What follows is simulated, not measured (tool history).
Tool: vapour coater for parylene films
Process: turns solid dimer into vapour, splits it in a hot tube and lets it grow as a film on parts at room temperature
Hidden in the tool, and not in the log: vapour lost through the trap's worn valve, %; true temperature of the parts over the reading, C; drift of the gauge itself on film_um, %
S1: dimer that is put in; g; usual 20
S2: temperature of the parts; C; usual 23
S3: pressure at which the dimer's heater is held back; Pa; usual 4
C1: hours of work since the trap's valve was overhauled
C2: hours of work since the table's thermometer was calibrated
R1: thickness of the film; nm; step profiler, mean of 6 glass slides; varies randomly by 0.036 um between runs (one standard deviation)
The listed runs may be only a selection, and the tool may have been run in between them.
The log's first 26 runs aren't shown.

run,day,S1,S2,S3,C1,C2,R1
27,64.433,16,21,2.25,354,178,3560
28,65.854,11,21,5.46,369,193,2080
29,69.042,20,25,2.48,403,227,3870
30,71.529,16,24,3.31,429,253,2980
31,73.8,16,15,2.11,453,277,4190
# day 74.508: trap's valve overhauled
32,76.579,16,15,2.11,22,305,4240
33,79.575,27,18,9.15,54,337,5180
34,81.942,11,18,9.15,79,362,2070
35,83.771,11,18,9.15,98,381,2080
36,85.171,21,18,4,113,396,4570
37,87.067,21,22,5.87,133,416,3820
38,88.85,20,23,8.13,152,435,3410
39,90.262,19,32,4.92,167,450,2800
40,91.742,31,22,2.53,182,465,6570
41,94.6,15,15,4,213,496,3480
42,97.567,20,23,3.52,244,527,3900
43,100.267,22,17,4.97,273,556,4670
44,101.717,12,28,2.82,288,571,2110
45,104.204,20,24,4,314,597,3710
46,106.883,12,23,4,343,626,2310

Branching from run 46: 5 alternative next runs. What would each branch give?
A,109.496,16,23,6.56,370,653,?
B,109.496,12,23,2.46,370,653,?
C,109.496,12,23,7.35,370,653,?
D,109.496,21,25,4,370,653,?
E,109.496,12,22,7.06,370,653,?

run,R1
A,2880
B,2500
C,2010
D,3740
E,2130
Without the tool's hidden state the same runs would have given:
run,R1
A,2890
B,2510
C,2020
D,3750
E,2140

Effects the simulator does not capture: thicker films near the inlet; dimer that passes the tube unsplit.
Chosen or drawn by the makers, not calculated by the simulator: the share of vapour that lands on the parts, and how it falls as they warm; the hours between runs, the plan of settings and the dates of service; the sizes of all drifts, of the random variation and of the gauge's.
